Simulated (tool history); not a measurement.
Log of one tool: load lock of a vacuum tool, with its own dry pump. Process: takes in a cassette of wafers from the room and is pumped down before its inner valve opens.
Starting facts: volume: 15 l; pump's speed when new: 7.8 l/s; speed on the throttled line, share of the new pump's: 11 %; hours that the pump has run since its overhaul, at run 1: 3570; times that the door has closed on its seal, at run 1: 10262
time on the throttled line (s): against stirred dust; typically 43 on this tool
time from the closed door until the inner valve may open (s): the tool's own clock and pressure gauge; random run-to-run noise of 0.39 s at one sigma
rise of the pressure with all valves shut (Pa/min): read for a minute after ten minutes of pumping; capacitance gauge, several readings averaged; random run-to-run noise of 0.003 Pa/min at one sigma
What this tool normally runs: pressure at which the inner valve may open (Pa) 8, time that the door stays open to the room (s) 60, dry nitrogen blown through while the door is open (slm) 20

run,day,time on the throttled line (s),pressure at which the inner valve may open (Pa),time that the door stays open to the room (s),dry nitrogen blown through while the door is open (slm),hours that the pump has run since its overhaul,times that the door has closed on its seal,"incoming humidity of the room's air, %",time from the closed door until the inner valve may open (s),rise of the pressure with all valves shut (Pa/min)
1,0,43,8,60,20,3570,10262,46.3,56.4,0.048
2,2.967,43,8,60,20,3641,10490,45.6,57.1,0.05
3,5.279,43,8,60,20,3697,10668,43,56.3,0.047
4,8.262,43,6,60,20,3769,10897,45.8,57.2,0.042
5,11.792,43,6,60,20,3853,11168,47.2,58.1,0.047
6,15.429,43,6,60,20,3940,11448,46.5,56.8,0.043
7,18.658,43,6,60,20,4018,11697,43.3,57.2,0.046
8,21.771,43,6,60,20,4093,11936,47,57.1,0.054
9,23.896,43,6,60,20,4144,12099,42.1,56.9,0.046
10,26.588,43,6,60,20,4208,12307,43.3,57.6,0.049
11,30.571,43,8,60,20,4304,12613,48.4,56.2,0.044
12,33.821,43,8,60,20,4382,12863,43.4,56.2,0.047
13,35.654,43,8,60,20,4426,13004,48.1,56.3,0.047
14,38.896,43,8,60,20,4504,13253,46.1,57,0.052
15,40.888,43,8,60,20,4552,13406,46.5,56.5,0.05
16,43.454,43,8,60,20,4613,13604,47.9,56.3,0.047
17,46.1,43,8,60,20,4677,13807,44.3,56.3,0.046
18,49.417,30,7,60,20,4756,14062,43.4,45.4,0.042
19,51.642,30,6,60,25,4810,14234,47,46,0.04
20,55.312,22,13,183,4,4898,14516,42.5,37.7,0.093

Forecast run 21:
21,56.975,43,12,33,20,4938,14644,45,?,?

Logged for run 21: time from the closed door until the inner valve may open (s) 56.5, rise of the pressure with all valves shut (Pa/min) 0.044.
With no hidden state in the tool, this same run would have given time from the closed door until the inner valve may open (s) 56.5, rise of the pressure with all valves shut (Pa/min) 0.044.
